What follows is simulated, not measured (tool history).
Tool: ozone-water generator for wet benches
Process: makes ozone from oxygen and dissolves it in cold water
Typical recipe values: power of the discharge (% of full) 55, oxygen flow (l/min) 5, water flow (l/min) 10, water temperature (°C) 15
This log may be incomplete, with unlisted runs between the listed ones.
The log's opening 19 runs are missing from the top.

| run | hour | power of the discharge (% of full) | oxygen flow (l/min) | water flow (l/min) | water temperature (°C) | hours of work since the electrodes were changed | hours of work since the contactor was cleaned | hours of work since the thermometer was calibrated | dissolved ozone (ppm) | ozone in the gas ahead of the water (g/m3) |
|---|---|---|---|---|---|---|---|---|---|---|
| 20 | 986.6 | 50 | 5.89 | 9 | 8 | 2394 | 4892 | 160 | 41.7 | 183.4 |
| 21 | 1041.3 | 67 | 5 | 9 | 8 | 2441 | 4940 | 208 | 48.7 | 230.1 |
| 22 | 1100.3 | 67 | 5 | 9 | 8 | 2493 | 4991 | 259 | 48.7 | 230.2 |
| 23 | 1131.7 | 67 | 5 | 9 | 8 | 2520 | 5019 | 287 | 48.7 | 229.4 |
| 24 | 1204.5 | 56 | 6.95 | 13 | 15 | 2583 | 5082 | 350 | 32.6 | 185.1 |
| 25 | 1263.3 | 56 | 6.95 | 13 | 15 | 2634 | 5133 | 401 | 32.5 | 184.1 |
|  | 1306.4 | gauge calibrated |
| 26 | 1312.6 | 56 | 6.95 | 13 | 15 | 2677 | 5176 | 444 | 32.4 | 191 |
| 27 | 1374.1 | 61 | 7.77 | 11 | 11 | 2731 | 5230 | 498 | 40.2 | 193.9 |
| 28 | 1431.1 | 83 | 6.18 | 11 | 19 | 2781 | 5279 | 547 | 41.1 | 250.2 |
| 29 | 1473.7 | 96 | 3.07 | 10 | 15 | 2818 | 5317 | 584 | 46.5 | 341.5 |
| 30 | 1529.3 | 52 | 8.62 | 11 | 17 | 2866 | 5365 | 633 | 32.1 | 169.5 |
| 31 | 1598.2 | 77 | 8.62 | 11 | 14 | 2926 | 5425 | 693 | 43.1 | 212.2 |
| 32 | 1629.5 | 55 | 4.48 | 10 | 8 | 2953 | 5452 | 720 | 40 | 213.7 |

Each row is a separate what-if for the run after 32, all from the same tool condition, not one after another. Results?
| A | 1667.6 | 55 | 3.55 | 10 | 15 | 2987 | 5485 | 753 | ? | ? |
| B | 1667.6 | 57 | 3.41 | 9 | 15 | 2987 | 5485 | 753 | ? | ? |
| C | 1667.6 | 55 | 3.79 | 10 | 12 | 2987 | 5485 | 753 | ? | ? |
| D | 1667.6 | 55 | 3.12 | 10 | 15 | 2987 | 5485 | 753 | ? | ? |

| run | dissolved ozone (ppm) | ozone in the gas ahead of the water (g/m3) |
|---|---|---|
| A | 34.3 | 234.8 |
| B | 37 | 240.1 |
| C | 36.1 | 225.8 |
| D | 33.8 | 241.2 |
Had the tool no hidden state, the same runs would have come out as:
| run | dissolved ozone (ppm) | ozone in the gas ahead of the water (g/m3) |
|---|---|---|
| A | 34.3 | 236.9 |
| B | 37 | 242.3 |
| C | 36.1 | 227.7 |
| D | 33.9 | 243.4 |
